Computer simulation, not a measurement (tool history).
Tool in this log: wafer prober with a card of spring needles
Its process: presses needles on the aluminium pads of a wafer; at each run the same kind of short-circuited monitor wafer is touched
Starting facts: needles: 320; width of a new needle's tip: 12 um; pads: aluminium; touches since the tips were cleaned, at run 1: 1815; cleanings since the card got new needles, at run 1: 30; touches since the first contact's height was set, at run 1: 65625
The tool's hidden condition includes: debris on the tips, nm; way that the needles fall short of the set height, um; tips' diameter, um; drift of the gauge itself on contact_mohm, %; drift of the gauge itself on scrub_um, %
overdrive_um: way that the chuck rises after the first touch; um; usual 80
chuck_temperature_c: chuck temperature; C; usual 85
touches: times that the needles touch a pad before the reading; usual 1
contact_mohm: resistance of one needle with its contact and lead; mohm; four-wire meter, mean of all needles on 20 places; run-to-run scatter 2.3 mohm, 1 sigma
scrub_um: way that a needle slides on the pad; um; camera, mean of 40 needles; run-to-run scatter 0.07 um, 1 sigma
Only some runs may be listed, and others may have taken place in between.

| run | hour | overdrive_um | chuck_temperature_c | touches | touches since the tips were cleaned | cleanings since the card got new needles | touches since the first contact's height was set | contact_mohm | scrub_um |
|---|---|---|---|---|---|---|---|---|---|
| 1 | 0.0 | 80 | 85 | 1 | 1815 | 30 | 65625 | 261 | 17.52 |
|  | 2.3 | tips cleaned on abrasive film |
|  | 13.4 | tips cleaned on abrasive film |
| 2 | 21.3 | 80 | 85 | 1 | 1810 | 32 | 70449 | 264 | 17.48 |
|  | 23.6 | tips cleaned on abrasive film |
|  | 34.5 | tips cleaned on abrasive film |
|  | 43.4 | tips cleaned on abrasive film |
| 3 | 48.5 | 80 | 85 | 1 | 1165 | 35 | 76595 | 259 | 17.45 |
|  | 53.0 | tips cleaned on abrasive film |
|  | 61.8 | tips cleaned on abrasive film |
|  | 70.7 | tips cleaned on abrasive film |
|  | 79.6 | tips cleaned on abrasive film |
|  | 88.5 | tips cleaned on abrasive film |
| 4 | 91.8 | 80 | 85 | 1 | 756 | 40 | 86394 | 260 | 17.54 |
|  | 98.5 | tips cleaned on abrasive film |
|  | 109.4 | tips cleaned on abrasive film |
|  | 120.4 | tips cleaned on abrasive film |
| 5 | 126.2 | 80 | 85 | 1 | 1327 | 43 | 94189 | 258 | 17.48 |
|  | 130.7 | tips cleaned on abrasive film |
|  | 139.6 | tips cleaned on abrasive film |
|  | 150.6 | tips cleaned on abrasive film |
|  | 159.5 | tips cleaned on abrasive film |
| 6 | 161.8 | 80 | 85 | 1 | 531 | 47 | 102255 | 260 | 17.46 |
|  | 168.5 | tips cleaned on abrasive film |
|  | 179.6 | tips cleaned on abrasive film |
|  | 188.5 | tips cleaned on abrasive film |
|  | 197.4 | tips cleaned on abrasive film |
|  | 206.2 | tips cleaned on abrasive film |
| 7 | 207.8 | 80 | 114 | 1 | 346 | 52 | 112642 | 269 | 17.49 |
|  | 216.6 | tips cleaned on abrasive film |
|  | 225.5 | tips cleaned on abrasive film |
|  | 234.4 | tips cleaned on abrasive film |
| 8 | 238.5 | 80 | 114 | 1 | 939 | 55 | 119608 | 264 | 17.61 |
|  | 245.0 | tips cleaned on abrasive film |
|  | 256.0 | tips cleaned on abrasive film |
|  | 264.9 | tips cleaned on abrasive film |
|  | 273.8 | tips cleaned on abrasive film |
|  | 282.6 | tips cleaned on abrasive film |
| 9 | 283.8 | 80 | 114 | 1 | 257 | 60 | 129847 | 266 | 17.53 |
|  | 292.6 | tips cleaned on abrasive film |
|  | 303.7 | tips cleaned on abrasive film |
|  | 314.7 | tips cleaned on abrasive film |
|  | 323.6 | tips cleaned on abrasive film |
|  | 326.1 | height of the first contact set anew |
|  | 333.7 | tips cleaned on abrasive film |
| 10 | 333.7 | 91 | 85 | 1 | 0 | 65 | 1709 | 260 | 20.10 |
|  | 344.6 | tips cleaned on abrasive film |
|  | 353.5 | tips cleaned on abrasive film |
| 11 | 359.3 | 91 | 85 | 2 | 1324 | 67 | 7527 | 260 | 20.15 |
|  | 363.8 | tips cleaned on abrasive film |
|  | 374.8 | tips cleaned on abrasive film |
|  | 385.8 | tips cleaned on abrasive film |
| 12 | 393.1 | 91 | 85 | 2 | 1669 | 70 | 15195 | 258 | 20.21 |
|  | 395.4 | tips cleaned on abrasive film |
|  | 406.5 | tips cleaned on abrasive film |
|  | 417.6 | tips cleaned on abrasive film |
|  | 428.3 | tips cleaned on abrasive film |
| 13 | 428.3 | 80 | 85 | 2 | 0 | 74 | 23146 | 259 | 17.77 |
|  | 437.2 | tips cleaned on abrasive film |
|  | 448.2 | tips cleaned on abrasive film |
|  | 457.1 | tips cleaned on abrasive film |
| 14 | 462.9 | 89 | 71 | 2 | 1329 | 77 | 30982 | 255 | 19.86 |
|  | 467.4 | tips cleaned on abrasive film |
|  | 478.3 | tips cleaned on abrasive film |
|  | 487.2 | tips cleaned on abrasive film |
|  | 496.3 | tips cleaned on abrasive film |
| 15 | 496.3 | 89 | 71 | 2 | 0 | 81 | 38547 | 259 | 19.89 |
|  | 507.2 | tips cleaned on abrasive film |
|  | 516.1 | tips cleaned on abrasive film |
|  | 526.6 | tips cleaned on abrasive film |
| 16 | 526.6 | 62 | 85 | 1 | 0 | 84 | 45398 | 265 | 13.74 |
|  | 537.6 | tips cleaned on abrasive film |
|  | 548.7 | tips cleaned on abrasive film |
|  | 559.7 | tips cleaned on abrasive film |
|  | 568.6 | tips cleaned on abrasive film |
| 17 | 570.0 | 62 | 85 | 1 | 311 | 88 | 55231 | 261 | 13.70 |
|  | 578.9 | tips cleaned on abrasive film |
|  | 589.8 | tips cleaned on abrasive film |
|  | 598.7 | tips cleaned on abrasive film |
|  | 607.6 | tips cleaned on abrasive film |
| 18 | 610.4 | 83 | 38 | 3 | 653 | 92 | 64390 | 249 | 18.44 |
|  | 617.1 | tips cleaned on abrasive film |
|  | 628.0 | tips cleaned on abrasive film |
|  | 636.9 | tips cleaned on abrasive film |
|  | 645.8 | tips cleaned on abrasive film |
|  | 648.0 | gauge calibrated |
|  | 654.6 | tips cleaned on abrasive film |
| 19 | 655.3 | 80 | 36 | 1 | 144 | 97 | 74534 | 247 | 17.53 |
|  | 663.9 | tips cleaned on abrasive film |
|  | 672.8 | tips cleaned on abrasive film |
| 20 | 678.2 | 83 | 36 | 3 | 1220 | 99 | 79725 | 248 | 18.19 |
|  | 682.7 | tips cleaned on abrasive film |
|  | 693.7 | tips cleaned on abrasive film |
|  | 704.8 | tips cleaned on abrasive film |
|  | 713.7 | tips cleaned on abrasive film |
| 21 | 720.6 | 83 | 36 | 3 | 1580 | 103 | 89340 | 247 | 18.19 |
|  | 722.9 | tips cleaned on abrasive film |
|  | 734.0 | tips cleaned on abrasive film |
| 22 | 742.0 | 65 | 28 | 2 | 1845 | 105 | 94198 | 249 | 14.19 |
|  | 744.3 | tips cleaned on abrasive film |
|  | 755.3 | tips cleaned on abrasive film |
|  | 764.2 | tips cleaned on abrasive film |
|  | 775.2 | tips cleaned on abrasive film |
|  | 784.1 | tips cleaned on abrasive film |
| 23 | 791.7 | 67 | 110 | 2 | 1746 | 110 | 105453 | 275 | 14.64 |
|  | 794.0 | tips cleaned on abrasive film |
|  | 802.9 | tips cleaned on abrasive film |
|  | 813.9 | tips cleaned on abrasive film |
|  | 822.8 | tips cleaned on abrasive film |
|  | 833.7 | tips cleaned on abrasive film |
| 24 | 833.7 | 67 | 117 | 2 | 0 | 115 | 114946 | 273 | 14.70 |
|  | 844.4 | tips cleaned on abrasive film |
|  | 853.3 | tips cleaned on abrasive film |
| 25 | 856.9 | 78 | 85 | 1 | 827 | 117 | 120206 | 261 | 17.07 |

Consider 3 possible next runs. They are alternatives, not a sequence: every one starts from the tool as it was left by run 25. What does each give?
|  | 863.6 | tips cleaned on abrasive film |
|  | 872.5 | tips cleaned on abrasive film |
|  | 881.4 | tips cleaned on abrasive film |
| A | 881.6 | 78 | 85 | 3 | 49 | 120 | 125780 | ? | ? |
|  | 863.6 | tips cleaned on abrasive film |
|  | 872.5 | tips cleaned on abrasive film |
|  | 881.4 | tips cleaned on abrasive film |
| B | 881.6 | 80 | 64 | 2 | 49 | 120 | 125780 | ? | ? |
|  | 863.6 | tips cleaned on abrasive film |
|  | 872.5 | tips cleaned on abrasive film |
|  | 881.4 | tips cleaned on abrasive film |
| C | 881.6 | 78 | 71 | 1 | 49 | 120 | 125780 | ? | ? |

| run | contact_mohm | scrub_um |
|---|---|---|
| A | 259 | 17.14 |
| B | 256 | 17.51 |
| C | 260 | 17.03 |
Without the tool's hidden state the same runs would have given:
| run | contact_mohm | scrub_um |
|---|---|---|
| A | 259 | 17.00 |
| B | 256 | 17.36 |
| C | 260 | 16.89 |
